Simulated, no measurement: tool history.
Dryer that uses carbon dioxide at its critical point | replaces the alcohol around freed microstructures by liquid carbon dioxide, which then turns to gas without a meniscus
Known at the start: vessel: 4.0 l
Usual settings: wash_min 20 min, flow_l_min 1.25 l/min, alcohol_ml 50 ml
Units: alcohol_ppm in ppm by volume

{"run": 1, "hour": 0.0, "wash_min": 20, "flow_l_min": 1.25, "alcohol_ml": 50, "alcohol_ppm": 62}
{"run": 2, "hour": 5.8, "wash_min": 20, "flow_l_min": 1.25, "alcohol_ml": 50, "alcohol_ppm": 67}
{"run": 3, "hour": 12.3, "wash_min": 18, "flow_l_min": 1.25, "alcohol_ml": 50, "alcohol_ppm": 89}
{"run": 4, "hour": 20.3, "wash_min": 18, "flow_l_min": 1.25, "alcohol_ml": 50, "alcohol_ppm": 95}
{"run": 5, "hour": 25.3, "wash_min": 18, "flow_l_min": 1.25, "alcohol_ml": 46, "alcohol_ppm": 86}
{"run": 6, "hour": 30.5, "wash_min": 28, "flow_l_min": 1.25, "alcohol_ml": 46, "alcohol_ppm": 35}
{"run": 7, "hour": 35.8, "wash_min": 20, "flow_l_min": 1.25, "alcohol_ml": 50, "alcohol_ppm": 71}
{"run": 8, "hour": 42.3, "wash_min": 20, "flow_l_min": 1.25, "alcohol_ml": 50, "alcohol_ppm": 68}
{"run": 9, "hour": 50.2, "wash_min": 20, "flow_l_min": 1.25, "alcohol_ml": 50, "alcohol_ppm": 74}
{"run": 10, "hour": 58.6, "wash_min": 25, "flow_l_min": 1.25, "alcohol_ml": 50, "alcohol_ppm": 53}
{"run": 11, "hour": 66.1, "wash_min": 20, "flow_l_min": 1.25, "alcohol_ml": 50, "alcohol_ppm": 75}
{"run": 12, "hour": 72.5, "wash_min": 20, "flow_l_min": 1.25, "alcohol_ml": 50, "alcohol_ppm": 75}
{"run": 13, "hour": 78.5, "wash_min": 20, "flow_l_min": 1.25, "alcohol_ml": 50, "alcohol_ppm": 70}
{"run": 14, "hour": 85.8, "wash_min": 20, "flow_l_min": 1.25, "alcohol_ml": 50, "alcohol_ppm": 77}
{"run": 15, "hour": 91.4, "wash_min": 20, "flow_l_min": 1.25, "alcohol_ml": 50, "alcohol_ppm": 77}
{"run": 16, "hour": 97.4, "wash_min": 20, "flow_l_min": 1.25, "alcohol_ml": 50, "alcohol_ppm": 83}
{"run": 17, "hour": 106.5, "wash_min": 20, "flow_l_min": 1.25, "alcohol_ml": 50, "alcohol_ppm": 80}
{"run": 18, "hour": 112.4, "wash_min": 20, "flow_l_min": 1.25, "alcohol_ml": 97, "alcohol_ppm": 111}
{"run": 19, "hour": 118.7, "wash_min": 20, "flow_l_min": 1.25, "alcohol_ml": 97, "alcohol_ppm": 103}
{"run": 20, "hour": 127.5, "wash_min": 20, "flow_l_min": 1.25, "alcohol_ml": 97, "alcohol_ppm": 117}
{"run": 21, "hour": 134.5, "wash_min": 17, "flow_l_min": 0.77, "alcohol_ml": 23, "alcohol_ppm": 335}
{"run": 22, "hour": 138.2, "wash_min": 13, "flow_l_min": 0.77, "alcohol_ml": 109, "alcohol_ppm": 2844}
{"run": 23, "hour": 143.4, "wash_min": 13, "flow_l_min": 0.77, "alcohol_ml": 109, "alcohol_ppm": 2859}
{"run": 24, "hour": 147.0, "wash_min": 20, "flow_l_min": 0.93, "alcohol_ml": 50, "alcohol_ppm": 219}
{"run": 25, "hour": 152.9, "wash_min": 20, "flow_l_min": 1.42, "alcohol_ml": 57, "alcohol_ppm": 59}
{"run": 26, "hour": 159.0, "wash_min": 20, "flow_l_min": 0.84, "alcohol_ml": 57, "alcohol_ppm": 346}
{"run": 27, "hour": 164.0, "wash_min": 20, "flow_l_min": 0.84, "alcohol_ml": 57, "alcohol_ppm": 362}
{"run": 28, "hour": 170.3, "wash_min": 13, "flow_l_min": 1.99, "alcohol_ml": 74, "alcohol_ppm": 80}
{"run": 29, "hour": 174.9, "wash_min": 13, "flow_l_min": 1.99, "alcohol_ml": 74, "alcohol_ppm": 84}
{"run": 30, "hour": 179.6, "wash_min": 13, "flow_l_min": 1.99, "alcohol_ml": 74, "alcohol_ppm": 82}
{"run": 31, "hour": 187.5, "wash_min": 18, "flow_l_min": 1.29, "alcohol_ml": 74, "alcohol_ppm": 133}
{"run": 32, "hour": 191.2, "wash_min": 19, "flow_l_min": 1.06, "alcohol_ml": 83, "alcohol_ppm": 259}
{"run": 33, "hour": 197.7, "wash_min": 30, "flow_l_min": 1.06, "alcohol_ml": 40, "alcohol_ppm": 57}
{"run": 34, "hour": 201.4, "wash_min": 30, "flow_l_min": 1.87, "alcohol_ml": 41, "alcohol_ppm": 44}

Measured less the same run without the tool's hidden state. The same run-to-run variation is in both; the gauge's scatter may not be:
The hidden state here: flow that reaches the vessel past the clogged filter, %; alcohol in the recycled carbon dioxide, ppm; drift of the gauge itself on alcohol_ppm, %.
run=1 alcohol_ppm=+26
run=2 alcohol_ppm=+27
run=3 alcohol_ppm=+29
run=4 alcohol_ppm=+30
run=5 alcohol_ppm=+30
run=6 alcohol_ppm=+27
run=7 alcohol_ppm=+30
run=8 alcohol_ppm=+31
run=9 alcohol_ppm=+33
run=10 alcohol_ppm=+32
run=11 alcohol_ppm=+34
run=12 alcohol_ppm=+35
run=13 alcohol_ppm=+36
run=14 alcohol_ppm=+36
run=15 alcohol_ppm=+37
run=16 alcohol_ppm=+37
run=17 alcohol_ppm=+41
run=18 alcohol_ppm=+45
run=19 alcohol_ppm=+45
run=20 alcohol_ppm=+48
run=21 alcohol_ppm=+64
run=22 alcohol_ppm=+242
run=23 alcohol_ppm=+249
run=24 alcohol_ppm=+62
run=25 alcohol_ppm=+43
run=26 alcohol_ppm=+78
run=27 alcohol_ppm=+83
run=28 alcohol_ppm=+49
run=29 alcohol_ppm=+50
run=30 alcohol_ppm=+49
run=31 alcohol_ppm=+59
run=32 alcohol_ppm=+80
run=33 alcohol_ppm=+45
run=34 alcohol_ppm=+42

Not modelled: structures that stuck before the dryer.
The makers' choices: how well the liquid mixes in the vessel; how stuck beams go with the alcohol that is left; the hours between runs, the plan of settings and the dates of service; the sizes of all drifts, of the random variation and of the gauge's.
